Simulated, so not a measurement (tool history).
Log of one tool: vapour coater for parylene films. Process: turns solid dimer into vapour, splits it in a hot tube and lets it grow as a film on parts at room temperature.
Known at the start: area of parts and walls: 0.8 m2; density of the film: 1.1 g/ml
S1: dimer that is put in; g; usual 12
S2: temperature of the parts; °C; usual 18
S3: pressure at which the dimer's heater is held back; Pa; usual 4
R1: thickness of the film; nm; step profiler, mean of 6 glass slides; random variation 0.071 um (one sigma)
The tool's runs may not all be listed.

run 1 hour=0 | S1=12 S2=18 S3=4 | R1=8860
run 2 hour=12.5 | S1=12 S2=18 S3=4.88 | R1=8610
run 3 hour=22.6 | S1=12 S2=18 S3=5.48 | R1=8330
run 4 hour=32.6 | S1=12 S2=18 S3=5.48 | R1=8340
run 5 hour=46.7 | S1=12 S2=18 S3=7.84 | R1=7990
run 6 hour=55.2 | S1=21 S2=23 S3=6.05 | R1=12680
-- hour=57.2 table's thermometer calibrated
run 7 hour=73.2 | S1=12 S2=19 S3=7 | R1=7880
run 8 hour=81.1 | S1=7 S2=15 S3=5.3 | R1=5230
-- hour=97.1 table's thermometer calibrated, once more
run 9 hour=97.8 | S1=7 S2=15 S3=5.3 | R1=5160
run 10 hour=111.5 | S1=6 S2=23 S3=5.3 | R1=3630

3 ways to go on from here, each from the tool as it stands after run 10. What would each give?
run A hour=126.1 | S1=12 S2=18 S3=3.51 | R1=?
run B hour=126.1 | S1=20 S2=20 S3=9.35 | R1=?
run C hour=126.1 | S1=6 S2=12 S3=9.37 | R1=?

run=A R1=8770
run=B R1=11850
run=C R1=4350
Without the tool's hidden state the same runs would have given:
run=A R1=9550
run=B R1=12900
run=C R1=4740
